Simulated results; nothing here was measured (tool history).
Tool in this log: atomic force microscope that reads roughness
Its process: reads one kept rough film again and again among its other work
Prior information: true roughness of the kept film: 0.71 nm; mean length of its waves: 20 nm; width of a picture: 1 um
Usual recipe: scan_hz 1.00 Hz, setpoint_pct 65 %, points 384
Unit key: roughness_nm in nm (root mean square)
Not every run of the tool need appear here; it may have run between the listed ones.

Run 1, day 0.000: usual settings. Result: roughness_nm 0.632 nm (root mean square).
Run 2, day 1.029: usual settings. Result: roughness_nm 0.571 nm (root mean square).
Run 3, day 1.925: usual settings. Result: roughness_nm 0.536 nm (root mean square).
At day 2.129: new tip fitted.
Run 4, day 3.592: usual settings. Result: roughness_nm 0.561 nm (root mean square).
At day 4.258: new tip fitted.
Run 5, day 4.725: usual settings. Result: roughness_nm 0.602 nm (root mean square).
Run 6, day 6.208: usual settings but scan_hz 2.48 Hz. Result: roughness_nm 0.512 nm (root mean square).
At day 6.362: new tip fitted.
Run 7, day 7.179: usual settings but scan_hz 2.48 Hz. Result: roughness_nm 0.565 nm (root mean square).
Run 8, day 8.067: usual settings. Result: roughness_nm 0.540 nm (root mean square).
At day 8.429: new tip fitted.
Run 9, day 9.746: usual settings. Result: roughness_nm 0.574 nm (root mean square).
At day 10.612: new tip fitted.
Run 10, day 10.633: usual settings but points 795. Result: roughness_nm 0.641 nm (root mean square).
Run 11, day 12.271: usual settings but points 795. Result: roughness_nm 0.557 nm (root mean square).
At day 12.629: new tip fitted.
Run 12, day 13.138: usual settings but points 795. Result: roughness_nm 0.608 nm (root mean square).
Run 13, day 14.321: usual settings but points 795. Result: roughness_nm 0.561 nm (root mean square).
At day 14.729: new tip fitted.
Run 14, day 15.471: usual settings but scan_hz 3.49 Hz, setpoint_pct 56 %, points 378. Result: roughness_nm 0.579 nm (root mean square).
At day 16.812: new tip fitted.
Run 15, day 17.400: usual settings but scan_hz 3.49 Hz, setpoint_pct 56 %, points 378. Result: roughness_nm 0.582 nm (root mean square).
At day 18.833: new tip fitted.
Run 16, day 19.112: usual settings but scan_hz 2.47 Hz, setpoint_pct 81 %. Result: roughness_nm 0.536 nm (root mean square).
At day 20.867: new tip fitted.
Run 17, day 20.950: usual settings but scan_hz 2.47 Hz, setpoint_pct 81 %. Result: roughness_nm 0.542 nm (root mean square).
Run 18, day 22.483: usual settings but scan_hz 2.47 Hz, setpoint_pct 82 %, points 315. Result: roughness_nm 0.463 nm (root mean square).
At day 22.942: new tip fitted.
Run 19, day 23.842: usual settings but setpoint_pct 78 %, points 568. Result: roughness_nm 0.578 nm (root mean square).
At day 25.050: new tip fitted.
Run 20, day 25.225: usual settings but scan_hz 2.88 Hz, setpoint_pct 75 %, points 987. Result: roughness_nm 0.561 nm (root mean square).
At day 27.083: new tip fitted.
Run 21, day 27.083: usual settings but scan_hz 2.88 Hz, setpoint_pct 75 %, points 987. Result: roughness_nm 0.570 nm (root mean square).
Run 22, day 28.617: usual settings but scan_hz 2.88 Hz, setpoint_pct 75 %, points 987. Result: roughness_nm 0.507 nm (root mean square).
At day 29.225: new tip fitted.
Run 23, day 29.621: usual settings but points 298. Result: roughness_nm 0.606 nm (root mean square).

Below, some changes in roughness_nm between adjacent runs. For each, the amount present without the hidden state too (settings, incoming material, random variation) and the amount remaining for the hidden state with gauge scatter not shared by both compared results:
Hidden state present: radius of the tip, nm; height scale over the true one, %; drift of the gauge itself on roughness_nm, %.
Run 10 -> 11: nothing adjusted, nothing logged. roughness_nm -0.084 nm (root mean square): hidden state -0.081, all else -0.003.
Run 18 -> 19: scan_hz 2.47 -> 1.00, setpoint_pct 82 -> 78, points 315 -> 568, new tip fitted. roughness_nm +0.115 nm (root mean square): hidden state +0.026, all else +0.089.
Run 21 -> 22: nothing adjusted, nothing logged. roughness_nm -0.063 nm (root mean square): hidden state -0.069, all else +0.006.
Run 22 -> 23: scan_hz 2.88 -> 1.00, setpoint_pct 75 -> 65, points 987 -> 298, new tip fitted. roughness_nm +0.099 nm (root mean square): hidden state +0.043, all else +0.056.

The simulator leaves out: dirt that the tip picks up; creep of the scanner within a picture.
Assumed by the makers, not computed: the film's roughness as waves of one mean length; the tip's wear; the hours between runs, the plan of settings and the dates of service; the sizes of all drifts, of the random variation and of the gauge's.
